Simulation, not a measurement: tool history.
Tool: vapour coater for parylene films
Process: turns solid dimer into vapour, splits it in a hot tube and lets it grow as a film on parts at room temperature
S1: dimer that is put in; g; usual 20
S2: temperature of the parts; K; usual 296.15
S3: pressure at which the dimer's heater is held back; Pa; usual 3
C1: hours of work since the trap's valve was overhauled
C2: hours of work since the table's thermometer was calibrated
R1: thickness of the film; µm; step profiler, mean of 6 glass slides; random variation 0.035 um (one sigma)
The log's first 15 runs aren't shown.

{"run": 16, "hour": 481.2, "S1": 20, "S2": 296.15, "S3": 3, "C1": 227, "C2": 691, "R1": 3.49}
{"run": 17, "hour": 508.2, "S1": 20, "S2": 296.15, "S3": 3, "C1": 249, "C2": 712, "R1": 3.5}
{"run": 18, "hour": 544.5, "S1": 20, "S2": 296.15, "S3": 3, "C1": 278, "C2": 741, "R1": 3.47}
{"hour": 572.5, "done": "trap's valve overhauled"}
{"run": 19, "hour": 590.0, "S1": 20, "S2": 296.15, "S3": 3, "C1": 14, "C2": 774, "R1": 3.7}
{"run": 20, "hour": 609.4, "S1": 20, "S2": 296.15, "S3": 3, "C1": 29, "C2": 790, "R1": 3.66}
{"hour": 624.3, "done": "table's thermometer calibrated"}
{"run": 21, "hour": 651.7, "S1": 20, "S2": 291.15, "S3": 3, "C1": 62, "C2": 22, "R1": 3.9}
{"run": 22, "hour": 680.1, "S1": 20, "S2": 291.15, "S3": 3, "C1": 85, "C2": 45, "R1": 3.87}
{"run": 23, "hour": 718.0, "S1": 20, "S2": 301.15, "S3": 3, "C1": 115, "C2": 75, "R1": 3.34}
{"run": 24, "hour": 752.3, "S1": 20, "S2": 297.15, "S3": 3.05, "C1": 143, "C2": 102, "R1": 3.47}
{"run": 25, "hour": 782.6, "S1": 24, "S2": 296.15, "S3": 11.06, "C1": 167, "C2": 126, "R1": 3.07}
{"run": 26, "hour": 828.9, "S1": 29, "S2": 291.15, "S3": 3.57, "C1": 204, "C2": 163, "R1": 5.26}
{"run": 27, "hour": 847.6, "S1": 29, "S2": 291.15, "S3": 3.57, "C1": 219, "C2": 178, "R1": 5.36}
{"run": 28, "hour": 871.7, "S1": 20, "S2": 296.15, "S3": 5.51, "C1": 238, "C2": 197, "R1": 2.95}

Forecast run 29:
{"run": 29, "hour": 905.2, "S1": 24, "S2": 296.15, "S3": 2.06, "C1": 265, "C2": 224, "R1": "?"}

Run 29 gave R1 4.54 µm.
Without the tool's hidden state the same run would have given R1 4.8 µm.

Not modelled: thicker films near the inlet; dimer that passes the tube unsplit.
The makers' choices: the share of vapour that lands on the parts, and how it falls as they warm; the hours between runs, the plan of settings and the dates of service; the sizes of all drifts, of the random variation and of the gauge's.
